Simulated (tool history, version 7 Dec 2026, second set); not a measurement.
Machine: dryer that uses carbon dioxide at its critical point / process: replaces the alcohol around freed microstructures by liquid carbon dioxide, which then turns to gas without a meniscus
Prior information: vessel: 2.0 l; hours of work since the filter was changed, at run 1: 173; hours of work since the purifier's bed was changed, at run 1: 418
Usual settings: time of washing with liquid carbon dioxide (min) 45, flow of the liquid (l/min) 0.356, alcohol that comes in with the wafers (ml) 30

run	hour	time of washing with liquid carbon dioxide (min)	flow of the liquid (l/min)	alcohol that comes in with the wafers (ml)	hours of work since the filter was changed	hours of work since the purifier's bed was changed	alcohol left in the vessel before it's heated (ppm by volume)
1	0.0	45	0.356	30	173	418	110
2	12.6	45	0.356	30	178	424	105
3	28.4	45	0.356	30	185	430	101
4	46.9	45	0.356	30	193	438	111
5	71.1	44	0.356	30	203	449	117
6	96.6	44	0.356	30	214	460	114
7	117.4	43	0.356	30	223	469	132
8	132.1	43	0.356	30	229	475	122
9	146.1	43	0.356	30	235	481	137
10	171.5	43	0.356	30	246	492	136
11	187.9	43	0.356	30	253	499	128
12	202.5	52	0.356	30	259	505	83
13	213.0	45	0.356	64	264	509	176
14	224.3	45	0.356	64	269	514	174
15	245.9	45	0.356	64	278	524	185
16	269.9	45	0.356	30	288	534	122
17	282.8	45	0.356	44	294	539	144
18	295.9	45	0.356	44	299	545	152
19	318.5	45	0.356	44	309	555	144
20	340.4	45	0.356	44	318	564	142
21	363.0	45	0.356	20	328	574	109
22	376.3	45	0.356	20	334	579	115
23	401.9	45	0.356	30	345	590	133
24	421.1	45	0.356	30	353	599	143
25	434.7	58	0.513	30	359	604	76
26	446.1	58	0.513	30	364	609	76
27	465.0	58	0.513	30	372	617	80
28	481.5	43	0.419	111	379	624	196
29	501.4	43	0.419	111	387	633	195
30	518.9	45	0.270	78	395	640	695
31	536.8	30	0.356	30	403	648	479
32	555.6	30	0.266	30	411	656	1080
33	579.3	30	0.266	30	421	666	1079
34	602.7	30	0.427	113	431	676	837
35	617.6	52	0.427	113	437	683	119
36	638.6	52	0.568	113	446	692	94
37	655.2	36	0.543	24	453	699	97
38	676.3	38	0.356	117	462	708	716
39	697.7	38	0.356	55	471	717	390
40	721.5	38	0.356	55	482	727	391
41	737.6	57	0.458	32	489	734	99
42	758.1	45	0.242	88	497	743	1271
43	778.3	45	0.456	69	506	752	130
44	794.6	46	0.356	88	513	759	297
45	805.4	45	0.303	26	518	763	244
46	828.8	45	0.548	26	528	773	97
47	839.8	45	0.375	30	532	778	159

A few steps of alcohol left in the vessel before it's heated (ppm by volume) between consecutive runs. Split each: what settings, incoming material and random variation would produce without the hidden state, and what is left over for the hidden state, along with gauge scatter present in only one of the two compared results (measured, and without hidden state):
Hidden state at play: flow that reaches the vessel past the clogged filter, %; alcohol in the recycled carbon dioxide, ppm; drift of the gauge itself on alcohol_ppm, %.
Run 34 -> 35: time of washing with liquid carbon dioxide (min) 30 -> 52. alcohol left in the vessel before it's heated (ppm by volume) -718: hidden state -272, all else -446.
Run 41 -> 42: time of washing with liquid carbon dioxide (min) 57 -> 45, flow of the liquid (l/min) 0.458 -> 0.242, alcohol that comes in with the wafers (ml) 32 -> 88. alcohol left in the vessel before it's heated (ppm by volume) +1172: hidden state +454, all else +718.
Run 42 -> 43: flow of the liquid (l/min) 0.242 -> 0.456, alcohol that comes in with the wafers (ml) 88 -> 69. alcohol left in the vessel before it's heated (ppm by volume) -1141: hidden state -433, all else -708.
